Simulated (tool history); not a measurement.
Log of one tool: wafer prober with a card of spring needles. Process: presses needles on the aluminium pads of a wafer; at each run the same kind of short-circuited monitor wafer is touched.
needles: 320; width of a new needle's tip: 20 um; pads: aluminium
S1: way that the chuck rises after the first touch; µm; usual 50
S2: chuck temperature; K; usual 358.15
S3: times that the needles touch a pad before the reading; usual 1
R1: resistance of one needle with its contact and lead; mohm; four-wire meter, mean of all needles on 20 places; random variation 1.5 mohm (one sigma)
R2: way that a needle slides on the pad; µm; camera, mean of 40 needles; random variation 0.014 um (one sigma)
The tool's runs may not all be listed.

run   hour  S1      S2  S3   R1    R2
  1    0.0  50  358.15   1  153  7.64
       6.4  -- tips cleaned on abrasive film
      16.1  -- tips cleaned on abrasive film
      26.7  -- tips cleaned on abrasive film
  2   34.4  50  358.15   1  171  7.61
      36.6  -- tips cleaned on abrasive film
      46.9  -- tips cleaned on abrasive film
      57.3  -- tips cleaned on abrasive film
  3   62.5  50  358.15   2  149  7.59
      66.8  -- tips cleaned on abrasive film
      77.1  -- tips cleaned on abrasive film
      87.0  -- tips cleaned on abrasive film
  4   87.4  53  358.15   1  138  7.99
      95.9  -- tips cleaned on abrasive film
     106.3  -- tips cleaned on abrasive film
  5  111.0  53  358.15   1  160  8.00
     115.3  -- tips cleaned on abrasive film
     125.5  -- tips cleaned on abrasive film
  6  132.4  53  358.15   1  165  8.02
     134.6  -- tips cleaned on abrasive film
     144.6  -- tips cleaned on abrasive film
     155.1  -- tips cleaned on abrasive film
     165.7  -- tips cleaned on abrasive film
  7  169.0  50  358.15   2  148  7.53
     174.5  -- tips cleaned on abrasive film
     184.7  -- tips cleaned on abrasive film
  8  191.0  50  358.15   2  157  7.52
     195.3  -- tips cleaned on abrasive film
     205.6  -- tips cleaned on abrasive film
     215.4  -- tips cleaned on abrasive film
     225.7  -- tips cleaned on abrasive film
  9  225.7  59  358.15   2  128  8.87
     234.2  -- tips cleaned on abrasive film
 10  242.2  59  358.15   2  148  8.83
     244.4  -- tips cleaned on abrasive film
     254.5  -- tips cleaned on abrasive film
     264.6  -- tips cleaned on abrasive film
     274.2  -- tips cleaned on abrasive film
 11  274.2  59  358.15   2  132  8.80
     284.4  -- tips cleaned on abrasive film
     294.9  -- tips cleaned on abrasive film
     305.1  -- tips cleaned on abrasive film
 12  311.8  62  304.15   2  138  9.23
     314.0  -- tips cleaned on abrasive film
     324.2  -- tips cleaned on abrasive film
     334.5  -- tips cleaned on abrasive film
     344.6  -- tips cleaned on abrasive film
 13  348.0  50  358.15   2  150  7.39
     354.4  -- tips cleaned on abrasive film
     362.9  -- tips cleaned on abrasive film
     365.3  -- height of the first contact set anew
     373.4  -- tips cleaned on abrasive film
     382.8  -- tips cleaned on abrasive film
 14  382.8  39  365.15   2  148  5.99
     391.3  -- tips cleaned on abrasive film
     401.7  -- tips cleaned on abrasive film
 15  405.2  50  311.15   2  144  7.68
     410.9  -- tips cleaned on abrasive film
     421.1  -- tips cleaned on abrasive film
 16  427.1  61  343.15   3  136  9.33
     431.4  -- tips cleaned on abrasive film
     441.7  -- tips cleaned on abrasive film
 17  448.1  50  334.15   3  141  7.61
     450.3  -- tips cleaned on abrasive film
     460.9  -- tips cleaned on abrasive film
     471.4  -- tips cleaned on abrasive film
     481.5  -- tips cleaned on abrasive film
 18  485.1  50  334.15   3  140  7.60
     491.5  -- tips cleaned on abrasive film
     502.1  -- tips cleaned on abrasive film
     512.7  -- tips cleaned on abrasive film
     523.0  -- tips cleaned on abrasive film
 19  523.6  53  357.15   2  135  8.03
     531.8  -- tips cleaned on abrasive film
     542.4  -- tips cleaned on abrasive film
     550.9  -- tips cleaned on abrasive film
 20  551.3  53  357.15   2  138  8.01
     559.8  -- tips cleaned on abrasive film
     570.1  -- tips cleaned on abrasive film
     580.7  -- tips cleaned on abrasive film
 21  586.7  53  357.15   2  152  7.98
     590.5  -- tips cleaned on abrasive film
     600.8  -- tips cleaned on abrasive film
     611.2  -- tips cleaned on abrasive film
     621.6  -- tips cleaned on abrasive film
 22  627.0  53  357.15   2  157  7.96

Forecast each of these 3 alternatives for the next run:
     631.3  -- tips cleaned on abrasive film
     641.7  -- tips cleaned on abrasive film
     652.0  -- tips cleaned on abrasive film
     662.1  -- tips cleaned on abrasive film
  A  664.3  63  385.15   1   ?   ?
     631.3  -- tips cleaned on abrasive film
     641.7  -- tips cleaned on abrasive film
     652.0  -- tips cleaned on abrasive film
     662.1  -- tips cleaned on abrasive film
  B  664.3  31  359.15   1   ?   ?
     631.3  -- tips cleaned on abrasive film
     641.7  -- tips cleaned on abrasive film
     652.0  -- tips cleaned on abrasive film
     662.1  -- tips cleaned on abrasive film
  C  664.3  50  361.15   2   ?   ?

run   R1    R2
  A  144  9.48
  B  195  4.55
  C  144  7.46
Without the tool's hidden state the same runs would have given:
run   R1    R2
  A  131  9.69
  B  145  4.76
  C  131  7.67
